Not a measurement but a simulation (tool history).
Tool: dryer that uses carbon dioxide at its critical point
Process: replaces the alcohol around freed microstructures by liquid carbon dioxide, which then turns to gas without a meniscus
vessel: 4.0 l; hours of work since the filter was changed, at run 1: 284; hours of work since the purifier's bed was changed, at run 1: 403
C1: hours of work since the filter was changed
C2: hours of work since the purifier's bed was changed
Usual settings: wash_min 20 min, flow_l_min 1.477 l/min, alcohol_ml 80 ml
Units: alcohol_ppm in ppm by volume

Run 1, hour 0: usual settings; C1 284; C2 403. Result: alcohol_ppm 60 ppm by volume.
Run 2, hour 40.4: usual settings but wash_min 19 min; C1 307; C2 426. Result: alcohol_ppm 73 ppm by volume.
Run 3, hour 78.1: usual settings; C1 329; C2 448. Result: alcohol_ppm 58 ppm by volume.
Run 4, hour 126.7: usual settings; C1 356; C2 475. Result: alcohol_ppm 57 ppm by volume.
At hour 140.7: inlet filter changed.
Run 5, hour 158.5: usual settings; C1 10; C2 493. Result: alcohol_ppm 60 ppm by volume.
Run 6, hour 189.3: usual settings; C1 28; C2 511. Result: alcohol_ppm 54 ppm by volume.
Run 7, hour 232.7: usual settings but wash_min 13 min; C1 53; C2 535. Result: alcohol_ppm 234 ppm by volume.
Run 8, hour 278: usual settings but wash_min 13 min; C1 78; C2 561. Result: alcohol_ppm 258 ppm by volume.
Run 9, hour 318.9: usual settings but wash_min 13 min; C1 102; C2 585. Result: alcohol_ppm 244 ppm by volume.
Run 10, hour 367: usual settings; C1 129; C2 612. Result: alcohol_ppm 66 ppm by volume.
Run 11, hour 404.7: usual settings but wash_min 13 min, alcohol_ml 52 ml; C1 151; C2 634. Result: alcohol_ppm 189 ppm by volume.
Run 12, hour 445.3: usual settings but wash_min 13 min, alcohol_ml 52 ml; C1 174; C2 657. Result: alcohol_ppm 189 ppm by volume.
Run 13, hour 487.6: usual settings but wash_min 13 min, alcohol_ml 52 ml; C1 198; C2 681. Result: alcohol_ppm 178 ppm by volume.
Run 14, hour 524.8: usual settings but wash_min 13 min, alcohol_ml 52 ml; C1 219; C2 702. Result: alcohol_ppm 197 ppm by volume.
Run 15, hour 559: usual settings but wash_min 13 min, alcohol_ml 52 ml; C1 239; C2 722. Result: alcohol_ppm 193 ppm by volume.
Run 16, hour 584.6: usual settings but wash_min 13 min, alcohol_ml 52 ml; C1 254; C2 737. Result: alcohol_ppm 204 ppm by volume.
Run 17, hour 617.8: usual settings but flow_l_min 1.38 l/min; C1 273; C2 755. Result: alcohol_ppm 89 ppm by volume.
Run 18, hour 669.8: usual settings but flow_l_min 1.38 l/min; C1 302; C2 785. Result: alcohol_ppm 95 ppm by volume.
Run 19, hour 713.2: usual settings but wash_min 15 min; C1 327; C2 810. Result: alcohol_ppm 195 ppm by volume.
Run 20, hour 762.6: usual settings but wash_min 21 min, flow_l_min 0.97 l/min; C1 355; C2 838. Result: alcohol_ppm 262 ppm by volume.

Measured less the same run without the tool's hidden state. The same run-to-run variation is in both; the gauge's scatter may not be:
The hidden state here: flow that reaches the vessel past the clogged filter, %; alcohol in the recycled carbon dioxide, ppm; drift of the gauge itself on alcohol_ppm, %.
run  alcohol_ppm
  1          +36
  2          +42
  3          +41
  4          +42
  5          +36
  6          +37
  7          +49
  8          +56
  9          +60
 10          +48
 11          +62
 12          +66
 13          +71
 14          +73
 15          +78
 16          +83
 17          +65
 18          +68
 19          +90
 20         +113
